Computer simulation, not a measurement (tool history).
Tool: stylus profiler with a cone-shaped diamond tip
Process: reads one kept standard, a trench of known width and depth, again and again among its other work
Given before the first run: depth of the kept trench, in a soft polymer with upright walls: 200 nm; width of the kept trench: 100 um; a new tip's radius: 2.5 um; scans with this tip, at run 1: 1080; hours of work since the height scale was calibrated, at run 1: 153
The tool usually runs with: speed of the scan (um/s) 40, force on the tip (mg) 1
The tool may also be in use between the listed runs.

run    hour  speed of the scan (um/s)  force on the tip (mg)  scans with this tip  hours of work since the height scale was calibrated  depth of the trench (Å)  width of the trench's floor (µm)
  1       0                        40                      1                 1080                                                  153                   2007.8                             97.72
  2    46.6                       123                      1                 1309                                                  186                   2008.1                             96.92
  3   106.7                        40                   0.93                 1605                                                  228                   2009.7                              97.6
  4   142.4                        40                   0.93                 1781                                                  253                   2008.6                             97.62
  5   203.6                        40                   0.82                 2083                                                  295                   2007.8                             97.61
  6   266.1                        40                   0.76                 2391                                                  339                   2007.7                             97.59
  7   323.4                        40                   0.76                 2673                                                  379                   2008.4                             97.56
  8   361.1                        40                   0.76                 2859                                                  405                   2010.3                              97.5
  9   401.3                        40                   0.76                 3056                                                  433                   2009.4                             97.58
 10   437.3                        40                      1                 3234                                                  458                   2010.2                             97.58
 11   500.1                        40                      1                 3543                                                  502                   2008.3                             97.56
 12   548.1                        40                   1.84                 3779                                                  536                   2013.9                             97.66
 13     590                        40                   1.84                 3986                                                  565                   2015.1                             97.64
 14     642                       103                   1.84                 4242                                                  601                   2013.6                             97.24
 15   682.7                       103                   1.84                 4443                                                  630                   2014.2                             97.23
 16   732.1                        40                      1                 4686                                                  664                   2009.6                             97.59
 17   765.2                       113                      1                 4849                                                  688                   2011.4                             96.88
 18   798.7                       113                      1                 5014                                                  711                   2010.5                              96.9
 19   828.3                       113                   1.11                 5160                                                  732                   2012.9                             96.89
 20   875.1                        40                   2.49                 5390                                                  764                   2017.9                             97.65
 21   927.1                        78                      1                 5646                                                  801                   2011.6                             97.19
 22   978.5                        78                      1                 5900                                                  836                   2011.8                             97.19
 23  1033.9                        78                      1                 6172                                                  875                     2012                             97.17
 24  1081.2                        78                      1                 6406                                                  908                   2010.7                             97.14
 25  1136.4                        78                      1                 6677                                                  947                     2011                             97.19
 26    1182                        25                   0.75                 6902                                                  979                   2012.9                             97.58
 27  1209.5                        25                   0.75                 7037                                                  998                   2011.4                             97.58
 28  1243.4                        85                   0.96                 7205                                                 1021                     2011                             97.07
 29  1271.9                        85                   0.96                 7345                                                 1041                     2012                             97.02
 30  1300.8                        54                   0.43                 7487                                                 1061                   2009.1                             97.07
 31  1337.2                        54                   0.43                 7667                                                 1087                   2009.9                             97.04
 32  1395.1                        78                   0.66                 7952                                                 1127                   2011.8                             96.92
 33  1445.9                        12                      1                 8202                                                 1163                   2013.9                             97.71
 34  1503.9                        32                   0.42                 8488                                                 1203                   2009.1                             97.35
 35  1561.2                        13                   0.63                 8770                                                 1243                   2009.6                             97.61
 36  1621.7                       112                   1.24                 9068                                                 1286                   2014.7                             96.87
 37  1684.2                        99                   2.15                 9376                                                 1329                   2019.3                             97.11
 38  1750.6                        75                   0.52                 9703                                                 1376                   2010.2                              96.8
 39    1813                        13                   1.87                10010                                                 1419                   2018.7                              97.6

What if the next run were any one of these 4? Each begins from the tool's condition after run 39:
  A  1852.7                        50                   1.87                10206                                                 1447                        ?                                 ?
  B  1852.7                        59                      1                10206                                                 1447                        ?                                 ?
  C  1852.7                        89                   1.87                10206                                                 1447                        ?                                 ?
  D  1852.7                        33                   0.53                10206                                                 1447                        ?                                 ?

run  depth of the trench (Å)  width of the trench's floor (µm)
  A                   2019.1                              97.4
  B                     2017                             97.21
  C                   2018.7                             97.08
  D                   2012.6                             97.38
Had the tool no hidden state, the same runs would have come out as:
run  depth of the trench (Å)  width of the trench's floor (µm)
  A                   2012.4                             97.75
  B                   2010.3                             97.56
  C                     2012                             97.44
  D                   2005.9                             97.74

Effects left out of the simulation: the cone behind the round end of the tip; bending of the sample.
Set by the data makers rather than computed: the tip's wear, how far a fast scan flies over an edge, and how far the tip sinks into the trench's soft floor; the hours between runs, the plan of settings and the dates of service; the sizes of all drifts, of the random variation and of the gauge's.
